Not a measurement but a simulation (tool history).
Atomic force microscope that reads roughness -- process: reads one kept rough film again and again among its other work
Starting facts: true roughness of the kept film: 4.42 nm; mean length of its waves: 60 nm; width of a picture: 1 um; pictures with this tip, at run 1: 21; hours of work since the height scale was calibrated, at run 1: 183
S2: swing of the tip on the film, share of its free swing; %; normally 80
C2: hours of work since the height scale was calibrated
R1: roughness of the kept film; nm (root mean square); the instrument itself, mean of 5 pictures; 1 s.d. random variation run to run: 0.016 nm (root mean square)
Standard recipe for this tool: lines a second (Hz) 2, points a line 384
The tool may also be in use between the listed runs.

run 1 hour=0 | lines_a_second_(Hz)=2 S2=80 points_a_line=384 | pictures_with_this_tip=21 C2=183 | R1=3.959
run 2 hour=21 | lines_a_second_(Hz)=2 S2=80 points_a_line=384 | pictures_with_this_tip=64 C2=199 | R1=3.96
-- hour=28.1 new tip fitted
run 3 hour=36.9 | lines_a_second_(Hz)=2 S2=80 points_a_line=384 | pictures_with_this_tip=18 C2=211 | R1=3.97
run 4 hour=49 | lines_a_second_(Hz)=2 S2=80 points_a_line=384 | pictures_with_this_tip=43 C2=221 | R1=3.974
run 5 hour=65.1 | lines_a_second_(Hz)=2 S2=80 points_a_line=384 | pictures_with_this_tip=76 C2=233 | R1=3.936
-- hour=66.8 new tip fitted
run 6 hour=85.2 | lines_a_second_(Hz)=2 S2=80 points_a_line=384 | pictures_with_this_tip=38 C2=248 | R1=3.93
-- hour=104.5 new tip fitted
run 7 hour=111.9 | lines_a_second_(Hz)=2 S2=80 points_a_line=384 | pictures_with_this_tip=15 C2=269 | R1=3.963
run 8 hour=140.6 | lines_a_second_(Hz)=2 S2=80 points_a_line=384 | pictures_with_this_tip=74 C2=291 | R1=3.954
-- hour=143.4 new tip fitted
run 9 hour=156.6 | lines_a_second_(Hz)=2 S2=80 points_a_line=282 | pictures_with_this_tip=27 C2=303 | R1=3.985
run 10 hour=178.8 | lines_a_second_(Hz)=2 S2=80 points_a_line=282 | pictures_with_this_tip=72 C2=320 | R1=3.92
-- hour=181.3 new tip fitted
run 11 hour=203.1 | lines_a_second_(Hz)=2 S2=80 points_a_line=282 | pictures_with_this_tip=44 C2=339 | R1=3.939
-- hour=220.1 new tip fitted
run 12 hour=231.9 | lines_a_second_(Hz)=2 S2=80 points_a_line=384 | pictures_with_this_tip=24 C2=361 | R1=3.955
run 13 hour=245.2 | lines_a_second_(Hz)=2 S2=80 points_a_line=384 | pictures_with_this_tip=52 C2=371 | R1=3.944
-- hour=258.5 new tip fitted
run 14 hour=263.6 | lines_a_second_(Hz)=2 S2=80 points_a_line=384 | pictures_with_this_tip=10 C2=385 | R1=3.967
run 15 hour=292.8 | lines_a_second_(Hz)=1.9 S2=80 points_a_line=384 | pictures_with_this_tip=70 C2=407 | R1=3.983
-- hour=296.7 new tip fitted
run 16 hour=319.8 | lines_a_second_(Hz)=2 S2=80 points_a_line=384 | pictures_with_this_tip=48 C2=428 | R1=3.952
-- hour=335.8 new tip fitted
run 17 hour=336 | lines_a_second_(Hz)=2 S2=80 points_a_line=384 | pictures_with_this_tip=1 C2=440 | R1=4.002
run 18 hour=361.4 | lines_a_second_(Hz)=2 S2=80 points_a_line=384 | pictures_with_this_tip=53 C2=460 | R1=3.927
-- hour=374.3 new tip fitted
run 19 hour=374.3 | lines_a_second_(Hz)=2 S2=80 points_a_line=384 | pictures_with_this_tip=0 C2=470 | R1=3.965
run 20 hour=401.7 | lines_a_second_(Hz)=2 S2=80 points_a_line=384 | pictures_with_this_tip=56 C2=491 | R1=3.956
-- hour=413.5 new tip fitted
run 21 hour=427.1 | lines_a_second_(Hz)=0.78 S2=80 points_a_line=384 | pictures_with_this_tip=28 C2=510 | R1=4.121
run 22 hour=439.7 | lines_a_second_(Hz)=0.78 S2=80 points_a_line=384 | pictures_with_this_tip=54 C2=520 | R1=4.082
-- hour=453.4 new tip fitted
run 23 hour=461 | lines_a_second_(Hz)=0.78 S2=66 points_a_line=384 | pictures_with_this_tip=15 C2=536 | R1=4.147
run 24 hour=477.3 | lines_a_second_(Hz)=0.78 S2=66 points_a_line=665 | pictures_with_this_tip=49 C2=549 | R1=4.142
-- hour=493.7 new tip fitted
run 25 hour=500.7 | lines_a_second_(Hz)=0.78 S2=66 points_a_line=665 | pictures_with_this_tip=14 C2=566 | R1=4.152
run 26 hour=521.2 | lines_a_second_(Hz)=1.27 S2=55 points_a_line=384 | pictures_with_this_tip=56 C2=582 | R1=4.183
-- hour=532.1 new tip fitted
run 27 hour=534.3 | lines_a_second_(Hz)=0.94 S2=55 points_a_line=384 | pictures_with_this_tip=5 C2=592 | R1=4.178
run 28 hour=559.7 | lines_a_second_(Hz)=2.15 S2=80 points_a_line=739 | pictures_with_this_tip=57 C2=612 | R1=3.946
-- hour=569.9 new tip fitted
run 29 hour=589.1 | lines_a_second_(Hz)=2 S2=57 points_a_line=454 | pictures_with_this_tip=40 C2=634 | R1=4.107
run 30 hour=603.7 | lines_a_second_(Hz)=0.74 S2=77 points_a_line=317 | pictures_with_this_tip=69 C2=646 | R1=4.148
-- hour=608.4 new tip fitted
run 31 hour=633.4 | lines_a_second_(Hz)=0.74 S2=77 points_a_line=317 | pictures_with_this_tip=51 C2=668 | R1=4.108
-- hour=647.1 new tip fitted
run 32 hour=648.4 | lines_a_second_(Hz)=2 S2=80 points_a_line=548 | pictures_with_this_tip=3 C2=679 | R1=3.971
run 33 hour=662.5 | lines_a_second_(Hz)=1.53 S2=63 points_a_line=384 | pictures_with_this_tip=32 C2=690 | R1=4.14
run 34 hour=678.7 | lines_a_second_(Hz)=0.85 S2=80 points_a_line=903 | pictures_with_this_tip=65 C2=703 | R1=4.107
-- hour=687 new tip fitted
run 35 hour=700.3 | lines_a_second_(Hz)=0.55 S2=75 points_a_line=462 | pictures_with_this_tip=28 C2=719 | R1=4.134
-- hour=725.7 new tip fitted
run 36 hour=725.7 | lines_a_second_(Hz)=3.77 S2=81 points_a_line=823 | pictures_with_this_tip=0 C2=739 | R1=3.753
run 37 hour=740.9 | lines_a_second_(Hz)=1.34 S2=89 points_a_line=384 | pictures_with_this_tip=31 C2=750 | R1=3.941
run 38 hour=755.8 | lines_a_second_(Hz)=1.04 S2=78 points_a_line=979 | pictures_with_this_tip=62 C2=762 | R1=4.075
-- hour=765.2 new tip fitted
run 39 hour=779.1 | lines_a_second_(Hz)=1.35 S2=62 points_a_line=742 | pictures_with_this_tip=28 C2=780 | R1=4.113
run 40 hour=800.8 | lines_a_second_(Hz)=1.04 S2=62 points_a_line=458 | pictures_with_this_tip=73 C2=796 | R1=4.163
-- hour=803.3 new tip fitted
run 41 hour=815 | lines_a_second_(Hz)=1.04 S2=87 points_a_line=680 | pictures_with_this_tip=24 C2=807 | R1=3.982
run 42 hour=835.3 | lines_a_second_(Hz)=0.53 S2=80 points_a_line=291 | pictures_with_this_tip=66 C2=823 | R1=4.107
-- hour=841.3 new tip fitted
run 43 hour=852.1 | lines_a_second_(Hz)=2 S2=90 points_a_line=367 | pictures_with_this_tip=22 C2=835 | R1=3.836
run 44 hour=876.4 | lines_a_second_(Hz)=0.68 S2=71 points_a_line=959 | pictures_with_this_tip=72 C2=854 | R1=4.117
-- hour=881.6 new tip fitted
run 45 hour=888.7 | lines_a_second_(Hz)=0.68 S2=68 points_a_line=476 | pictures_with_this_tip=14 C2=864 | R1=4.153
run 46 hour=909.2 | lines_a_second_(Hz)=0.68 S2=68 points_a_line=476 | pictures_with_this_tip=56 C2=879 | R1=4.176
-- hour=919.8 new tip fitted
run 47 hour=925.5 | lines_a_second_(Hz)=0.68 S2=68 points_a_line=476 | pictures_with_this_tip=12 C2=892 | R1=4.157
run 48 hour=938.7 | lines_a_second_(Hz)=0.96 S2=88 points_a_line=910 | pictures_with_this_tip=39 C2=902 | R1=4.034
run 49 hour=954.5 | lines_a_second_(Hz)=0.96 S2=88 points_a_line=910 | pictures_with_this_tip=72 C2=914 | R1=4.048
-- hour=958.6 new tip fitted
run 50 hour=977.3 | lines_a_second_(Hz)=1.26 S2=76 points_a_line=910 | pictures_with_this_tip=38 C2=931 | R1=4.075

4 ways to go on from here, each from the tool as it stands after run 50. What would each give?
-- hour=997 new tip fitted
run A hour=1002.2 | lines_a_second_(Hz)=0.77 S2=63 points_a_line=589 | pictures_with_this_tip=10 C2=950 | R1=?
-- hour=997 new tip fitted
run B hour=1002.2 | lines_a_second_(Hz)=2.19 S2=76 points_a_line=910 | pictures_with_this_tip=10 C2=950 | R1=?
-- hour=997 new tip fitted
run C hour=1002.2 | lines_a_second_(Hz)=1.26 S2=57 points_a_line=353 | pictures_with_this_tip=10 C2=950 | R1=?
-- hour=997 new tip fitted
run D hour=1002.2 | lines_a_second_(Hz)=3.14 S2=76 points_a_line=745 | pictures_with_this_tip=10 C2=950 | R1=?

run=A R1=4.195
run=B R1=4
run=C R1=4.186
run=D R1=3.883
Take away the tool's hidden state, keep each run's random variation, and the runs would have read:
run=A R1=4.196
run=B R1=4
run=C R1=4.186
run=D R1=3.884
